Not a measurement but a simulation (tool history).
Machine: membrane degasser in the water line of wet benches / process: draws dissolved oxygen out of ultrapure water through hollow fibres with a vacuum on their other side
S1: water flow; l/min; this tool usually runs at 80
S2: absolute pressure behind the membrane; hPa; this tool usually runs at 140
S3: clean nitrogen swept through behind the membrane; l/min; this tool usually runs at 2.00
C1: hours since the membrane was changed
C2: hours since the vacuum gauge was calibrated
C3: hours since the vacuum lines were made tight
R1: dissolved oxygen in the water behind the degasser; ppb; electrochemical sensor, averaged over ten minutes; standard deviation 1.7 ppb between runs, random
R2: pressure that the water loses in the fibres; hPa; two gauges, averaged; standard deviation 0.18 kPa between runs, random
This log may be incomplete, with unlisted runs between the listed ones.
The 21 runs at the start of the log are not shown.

run,hour,S1,S2,S3,C1,C2,C3,R1,R2
22,1907.6,65,175,2.67,3859,6675,4281,721.9,266.3
23,2011.2,109,140,2.00,3963,6778,4385,1041.9,439.8
24,2093.4,50,140,4.41,4045,6861,4467,290.1,202.7
25,2162.0,58,144,3.44,4113,6929,4536,426.5,235.2
26,2234.4,123,186,2.00,4186,7002,4608,1532.9,500.6
27,2316.4,62,186,2.00,4268,7084,4690,932.0,249.2
28,2385.9,54,140,2.27,4337,7153,4760,551.6,215.7
29,2504.3,49,209,5.02,4456,7272,4878,401.4,199.4
30,2610.2,49,209,5.02,4562,7377,4984,402.2,198.8
31,2691.0,111,115,2.00,4642,7458,5065,850.1,452.5

Alternative continuations, all from the tool just after run 31; predict every row:
# hour 2745.3: vacuum gauge calibrated
A,2758.7,80,346,2.00,4710,13,5132,?,?
# hour 2745.3: vacuum gauge calibrated
B,2758.7,80,88,5.15,4710,13,5132,?,?
# hour 2745.3: vacuum gauge calibrated
C,2758.7,84,115,3.42,4710,13,5132,?,?
# hour 2745.3: vacuum gauge calibrated
D,2758.7,80,150,2.00,4710,13,5132,?,?
# hour 2745.3: vacuum gauge calibrated
E,2758.7,80,140,4.26,4710,13,5132,?,?

run,R1,R2
A,2011.9,326.8
B,203.0,325.8
C,433.6,342.3
D,872.5,327.0
E,442.6,324.6
With the hidden condition removed and each run's random variation left untouched, the same runs would have given:
run,R1,R2
A,2007.7,315.7
B,200.2,314.7
C,430.1,330.6
D,869.1,315.9
E,439.3,313.6
